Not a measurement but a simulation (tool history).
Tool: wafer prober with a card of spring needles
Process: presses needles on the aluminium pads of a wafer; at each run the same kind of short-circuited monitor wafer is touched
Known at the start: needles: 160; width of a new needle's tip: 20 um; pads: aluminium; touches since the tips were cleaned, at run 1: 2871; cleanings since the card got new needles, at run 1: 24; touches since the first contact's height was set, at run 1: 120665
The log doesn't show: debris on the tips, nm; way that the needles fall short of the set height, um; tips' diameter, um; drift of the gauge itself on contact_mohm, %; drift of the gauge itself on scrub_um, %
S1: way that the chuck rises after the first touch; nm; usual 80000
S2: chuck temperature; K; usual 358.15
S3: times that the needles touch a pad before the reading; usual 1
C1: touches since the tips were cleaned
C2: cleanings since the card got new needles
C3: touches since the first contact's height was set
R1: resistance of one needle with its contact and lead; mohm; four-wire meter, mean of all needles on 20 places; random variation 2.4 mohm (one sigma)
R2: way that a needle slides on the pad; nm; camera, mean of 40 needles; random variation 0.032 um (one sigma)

run,day,S1,S2,S3,C1,C2,C3,R1,R2
1,0,80000,358.15,1,2871,24,120665,279,15880
# day 0.183: tips cleaned on abrasive film
2,0.388,80000,358.15,1,2108,25,124613,278,15880
# day 0.638: tips cleaned on abrasive film
3,0.996,93000,358.15,1,3737,26,130884,273,18490
# day 1.092: tips cleaned on abrasive film
4,1.458,80000,358.15,1,3771,27,135587,281,15900
# day 1.542: tips cleaned on abrasive film
# day 1.983: tips cleaned on abrasive film
5,1.983,80000,358.15,1,0,29,140946,277,15850
6,2.367,80000,358.15,1,3941,29,144887,279,15870
# day 2.45: tips cleaned on abrasive film
# day 2.917: tips cleaned on abrasive film
7,2.925,80000,358.15,1,53,31,150577,275,15810
# day 3.383: tips cleaned on abrasive film
8,3.5,80000,337.15,1,1223,32,156496,269,15890
# day 3.829: tips cleaned on abrasive film
9,3.871,80000,337.15,1,439,33,160285,270,15880
10,4.204,80000,337.15,1,3887,33,163733,270,15960
# day 4.3: tips cleaned on abrasive film
11,4.558,90000,358.15,1,2672,34,167332,275,17920
# day 4.733: tips cleaned on abrasive film
12,4.854,80000,358.15,1,1265,35,170373,275,15990
# day 5.183: tips cleaned on abrasive film
13,5.254,80000,358.15,1,728,36,174430,279,15950
# day 5.629: tips cleaned on abrasive film
14,5.867,80000,358.15,1,2455,37,180736,274,15920
# day 6.108: tips cleaned on abrasive film
15,6.212,80000,314.15,1,1096,38,184274,264,15970
# day 6.542: tips cleaned on abrasive film
16,6.821,89000,314.15,1,2861,39,190491,258,17790
# day 6.996: tips cleaned on abrasive film
17,7.425,89000,314.15,1,4417,40,196707,261,17800
# day 7.467: tips cleaned on abrasive film
18,7.746,63000,327.15,1,2890,41,200003,274,12590
# day 7.933: tips cleaned on abrasive film
# day 8.367: tips cleaned on abrasive film
19,8.4,62000,345.15,1,352,43,206669,276,12420
# day 8.629: height of the first contact set anew
# day 8.858: tips cleaned on abrasive film
20,9.042,62000,345.15,1,1889,44,4223,277,12390
# day 9.296: tips cleaned on abrasive film
21,9.475,80000,358.15,2,1854,45,8666,275,16020
# day 9.754: tips cleaned on abrasive film
22,10.062,78000,358.15,1,3218,46,14701,279,15570
# day 10.204: tips cleaned on abrasive film
23,10.479,78000,358.15,1,2848,47,18946,277,15570
# day 10.679: tips cleaned on abrasive film
24,10.912,78000,358.15,1,2416,48,23399,276,15630
# day 11.146: tips cleaned on abrasive film
25,11.392,78000,358.15,1,2556,49,28307,278,15630
# day 11.588: tips cleaned on abrasive film
26,11.879,78000,358.15,1,3006,50,33288,274,15650
# day 12.029: tips cleaned on abrasive film
# day 12.354: gauge calibrated
27,12.404,65000,371.15,1,3881,51,38696,282,12880
# day 12.517: tips cleaned on abrasive film
# day 12.95: tips cleaned on abrasive film
28,13.042,72000,302.15,1,944,53,45184,260,14290
# day 13.425: tips cleaned on abrasive film
29,13.554,72000,333.15,2,1362,54,50449,267,14330
# day 13.912: tips cleaned on abrasive film
30,14.117,67000,358.15,1,2105,55,56185,286,13260
# day 14.35: tips cleaned on abrasive film
31,14.679,80000,324.15,1,3406,56,61977,271,15920
# day 14.817: tips cleaned on abrasive film
32,15.008,80000,324.15,1,2012,57,65343,265,15870
# day 15.258: tips cleaned on abrasive film
33,15.612,80000,324.15,1,3650,58,71529,268,15970

Forecast each of these 3 alternatives for the next run:
# day 15.696: tips cleaned on abrasive film
# day 16.138: tips cleaned on abrasive film
A,16.162,90000,396.15,1,277,60,77140,?,?
# day 15.696: tips cleaned on abrasive film
# day 16.138: tips cleaned on abrasive film
B,16.162,80000,358.15,1,277,60,77140,?,?
# day 15.696: tips cleaned on abrasive film
# day 16.138: tips cleaned on abrasive film
C,16.162,86000,323.15,1,277,60,77140,?,?

run,R1,R2
A,289,17900
B,278,15900
C,268,17150
Without the tool's hidden state the same runs would have given:
run,R1,R2
A,289,17840
B,278,15850
C,268,17100
